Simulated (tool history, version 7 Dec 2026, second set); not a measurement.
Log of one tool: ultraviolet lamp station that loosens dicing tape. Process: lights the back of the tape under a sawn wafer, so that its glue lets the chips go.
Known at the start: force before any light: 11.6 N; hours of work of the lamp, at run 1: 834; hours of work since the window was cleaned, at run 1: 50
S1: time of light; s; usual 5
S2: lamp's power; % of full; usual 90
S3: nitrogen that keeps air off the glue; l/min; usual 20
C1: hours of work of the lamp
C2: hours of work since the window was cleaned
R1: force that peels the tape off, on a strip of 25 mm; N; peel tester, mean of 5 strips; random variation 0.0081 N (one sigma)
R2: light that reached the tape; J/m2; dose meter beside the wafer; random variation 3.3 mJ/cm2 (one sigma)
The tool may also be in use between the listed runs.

run   hour  S1  S2  S3    C1   C2     R1    R2
  1      0   5  90  20   834   50  0.509  4260
  2   18.1   5  90  20   846   62  0.516  4200
  3   48.5   5  90  20   866   82  0.501  4190
  4     79   5  90  20   886  102  0.519  4140
  5  102.5   5  90  26   902  117  0.441  4130
  6  123.1   5  90  26   915  131  0.452  4090
  7  152.4   5  90  20   935  151  0.554  4030
  8  177.7   5  90  20   951  167  0.572  3970
  9  209.4   8  90  20   972  188  0.258  6280
 10  230.4   5  94  20   986  202  0.546  4070
 11  246.1   5  94  20   997  213  0.529  4060
 12    264   5  90  13  1009  224  0.905  3860
 13  284.5   5  90  13  1022  238  0.873  3850
 14  305.6   5  90  13  1036  252  0.897  3800
 15  329.3   5  90  13  1052  268  0.951  3790
     331.4  -- window cleaned of glue's vapour
 16  347.9   5  90  13  1064   11  1.025  3570
 17  373.3   5  90  13  1081   28  1.066  3550
 18  393.9   9  90  20  1094   41  0.267  6250
     408.5  -- window cleaned of glue's vapour, once more
 19  426.1   5  90  15  1115   12  0.702  3960
 20  439.3   5  90  15  1124   20  0.761  3950
 21  458.2   5  90  15  1137   33  0.783  3930
 22  474.7   5  90  20  1147   44    0.6  3930
 23  491.6   5  90  20  1159   55  0.613  3890
 24  506.4   5  98  20  1168   65  0.502  4180
 25  520.5   5  98  20  1178   74  0.526  4160
 26  552.1   9  72  25  1199   95  0.269  5440
 27  566.3   9  72  25  1208  105  0.281  5430
 28  589.6   2  84  12  1224  120  4.345  1410
 29  611.3   5  90  14  1238  134  0.918  3770
 30  629.6   5  76   8  1250  146  1.983  3160
 31  647.8   5  91  19  1262  158  0.706  3760
 32    679   5  91  19  1283  179  0.756  3610
 33  702.9   5  68  32  1299  195  0.964  2660
     727.6  -- lamp changed
 34  734.5   5  68   6     5  215    1.7  3780
 35  753.9   5  68   6    17  228  1.721  3760
 36  779.7   8  99  31    35  245  0.198  8630
 37  792.7   4  90  20    43  254  0.584  3930
 38  822.7   4  90  20    63  274  0.593  3910
 39  853.3   4  90  20    83  294  0.603  3870
 40  870.4   4  90  20    95  305  0.605  3830
 41  895.3   4  90  20   111  322  0.652  3810
 42  918.2   3  77  17   126  337  1.772  2430
 43  938.4   3  77  17   140  350  1.808  2420

Hidden state at the last listed run before each entry between runs and at the first one after, where it differs:
Between runs 15 and 16: window cleaned of glue's vapour (hour 331.4)
  lamp's light, % of a new lamp's: 76.2 -> 75.9; light that the window lets through, % of a clean one's: 93.1 -> 88.4
  measured less the result without the state, R1: +0.505 -> +0.597 N; R2: -1550 -> -1760 J/m2
Between runs 18 and 19: window cleaned of glue's vapour, once more (hour 408.5)
  lamp's light, % of a new lamp's: 75.2 -> 74.7; light that the window lets through, % of a clean one's: 87.6 -> 99.6
  measured less the result without the state, R1: +0.049 -> +0.333 N; R2: -3240 -> -1360 J/m2
Between runs 33 and 34: lamp changed (hour 727.6)
  lamp's light, % of a new lamp's: 70.5 -> 99.1; light that the window lets through, % of a clean one's: 95.2 -> 94.7
  measured less the result without the state, R1: +0.563 -> +0.184 N; R2: -1310 -> -250 J/m2

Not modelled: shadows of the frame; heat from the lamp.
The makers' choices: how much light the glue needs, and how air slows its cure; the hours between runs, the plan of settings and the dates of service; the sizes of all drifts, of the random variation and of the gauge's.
